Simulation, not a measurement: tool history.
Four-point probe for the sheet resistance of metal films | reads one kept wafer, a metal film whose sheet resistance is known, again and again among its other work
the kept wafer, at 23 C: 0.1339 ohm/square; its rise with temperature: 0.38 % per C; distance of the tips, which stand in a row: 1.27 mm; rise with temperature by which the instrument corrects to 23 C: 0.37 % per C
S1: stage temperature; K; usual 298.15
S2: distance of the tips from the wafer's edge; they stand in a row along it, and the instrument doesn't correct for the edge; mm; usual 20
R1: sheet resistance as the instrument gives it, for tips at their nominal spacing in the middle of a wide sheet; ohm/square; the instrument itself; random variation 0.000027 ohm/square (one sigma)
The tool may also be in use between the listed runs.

run,hour,S1,S2,R1
1,0.0,298.15,20,0.134538
2,52.3,298.15,20,0.134531
3,77.9,298.15,20,0.134544
4,113.7,298.15,20,0.134491
5,168.3,298.15,20,0.134481
6,193.6,298.15,20,0.134507
7,249.2,298.15,14,0.134809
8,286.6,298.15,14,0.134880
9,310.2,298.15,20,0.134467
10,352.6,304.15,54,0.134348

Forecast run 11:
11,394.9,304.15,54,?

{"run 11": {"R1": 0.134287}}
Without the tool's hidden state the same run would have given R1 0.134002 ohm/square.
